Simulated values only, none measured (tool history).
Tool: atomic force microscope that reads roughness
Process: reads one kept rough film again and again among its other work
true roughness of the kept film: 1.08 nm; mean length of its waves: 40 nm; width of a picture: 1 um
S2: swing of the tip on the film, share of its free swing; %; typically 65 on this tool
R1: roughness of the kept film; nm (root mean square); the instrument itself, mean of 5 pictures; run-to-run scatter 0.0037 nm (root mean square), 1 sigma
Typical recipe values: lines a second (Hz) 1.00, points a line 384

{"run": 1, "hour": 0.0, "lines a second (Hz)": 1.0, "S2": 65, "points a line": 384, "R1": 0.969}
{"run": 2, "hour": 32.6, "lines a second (Hz)": 1.0, "S2": 65, "points a line": 384, "R1": 1.008}
{"run": 3, "hour": 53.8, "lines a second (Hz)": 1.0, "S2": 65, "points a line": 384, "R1": 1.005}
{"run": 4, "hour": 76.9, "lines a second (Hz)": 1.0, "S2": 65, "points a line": 384, "R1": 0.99}
{"run": 5, "hour": 107.1, "lines a second (Hz)": 1.0, "S2": 65, "points a line": 384, "R1": 0.971}
{"run": 6, "hour": 143.8, "lines a second (Hz)": 1.0, "S2": 65, "points a line": 384, "R1": 1.019}
{"run": 7, "hour": 172.9, "lines a second (Hz)": 1.0, "S2": 65, "points a line": 384, "R1": 1.001}
{"run": 8, "hour": 195.5, "lines a second (Hz)": 1.0, "S2": 62, "points a line": 384, "R1": 1.0}
{"run": 9, "hour": 214.8, "lines a second (Hz)": 1.0, "S2": 62, "points a line": 384, "R1": 0.991}
{"run": 10, "hour": 235.9, "lines a second (Hz)": 1.0, "S2": 62, "points a line": 384, "R1": 0.981}
{"run": 11, "hour": 254.6, "lines a second (Hz)": 1.0, "S2": 65, "points a line": 299, "R1": 0.969}
{"run": 12, "hour": 282.7, "lines a second (Hz)": 1.0, "S2": 65, "points a line": 286, "R1": 1.008}
{"run": 13, "hour": 297.3, "lines a second (Hz)": 1.0, "S2": 65, "points a line": 286, "R1": 0.998}
{"run": 14, "hour": 322.1, "lines a second (Hz)": 1.0, "S2": 65, "points a line": 286, "R1": 0.985}
{"run": 15, "hour": 351.3, "lines a second (Hz)": 1.0, "S2": 65, "points a line": 286, "R1": 0.976}
{"run": 16, "hour": 385.8, "lines a second (Hz)": 1.0, "S2": 65, "points a line": 286, "R1": 1.011}
{"run": 17, "hour": 421.5, "lines a second (Hz)": 0.71, "S2": 61, "points a line": 288, "R1": 1.018}
{"run": 18, "hour": 453.5, "lines a second (Hz)": 0.71, "S2": 61, "points a line": 288, "R1": 0.996}
{"run": 19, "hour": 473.7, "lines a second (Hz)": 1.0, "S2": 82, "points a line": 610, "R1": 0.939}
{"run": 20, "hour": 491.9, "lines a second (Hz)": 3.68, "S2": 65, "points a line": 576, "R1": 0.912}
{"run": 21, "hour": 517.3, "lines a second (Hz)": 0.79, "S2": 65, "points a line": 384, "R1": 1.025}
{"run": 22, "hour": 541.8, "lines a second (Hz)": 2.31, "S2": 56, "points a line": 384, "R1": 1.0}
{"run": 23, "hour": 567.7, "lines a second (Hz)": 3.5, "S2": 69, "points a line": 302, "R1": 0.905}
{"run": 24, "hour": 587.9, "lines a second (Hz)": 3.5, "S2": 64, "points a line": 302, "R1": 0.92}
{"run": 25, "hour": 617.7, "lines a second (Hz)": 1.04, "S2": 64, "points a line": 471, "R1": 0.976}
{"run": 26, "hour": 650.7, "lines a second (Hz)": 1.37, "S2": 87, "points a line": 539, "R1": 0.929}
{"run": 27, "hour": 683.1, "lines a second (Hz)": 1.37, "S2": 87, "points a line": 539, "R1": 0.907}

Taken out of this log: 6 entries between the listed runs. Where each belongs, and how the hidden state differs across it:
In the gap between runs 1 and 2: new tip fitted (hour 5.9)
  radius of the tip, nm: 26.1 -> 11.8; height scale over the true one, %: -0.26 -> -0.27
  measured value less the no-hidden-state value, R1: -0.051 -> -0.016 nm (root mean square)
In the gap between runs 5 and 6: new tip fitted (hour 131.8)
  radius of the tip, nm: 24 -> 9.2; height scale over the true one, %: -0.3 -> -0.31
  measured value less the no-hidden-state value, R1: -0.046 -> -0.009 nm (root mean square)
In the gap between runs 11 and 12: new tip fitted (hour 258.0)
  radius of the tip, nm: 27.1 -> 11.7; height scale over the true one, %: -0.36 -> -0.37
  measured value less the no-hidden-state value, R1: -0.055 -> -0.017 nm (root mean square)
In the gap between runs 15 and 16: new tip fitted (hour 383.5)
  radius of the tip, nm: 22.6 -> 7.4; height scale over the true one, %: -0.4 -> -0.42
  measured value less the no-hidden-state value, R1: -0.044 -> -0.005 nm (root mean square)
In the gap between runs 20 and 21: new tip fitted (hour 510.9)
  radius of the tip, nm: 24.6 -> 8.5; height scale over the true one, %: -0.46 -> -0.47
  measured value less the no-hidden-state value, R1: -0.046 -> -0.009 nm (root mean square)
In the gap between runs 25 and 26: new tip fitted (hour 637.0)
  radius of the tip, nm: 24.7 -> 9.5; height scale over the true one, %: -0.51 -> -0.53
  measured value less the no-hidden-state value, R1: -0.050 -> -0.011 nm (root mean square)
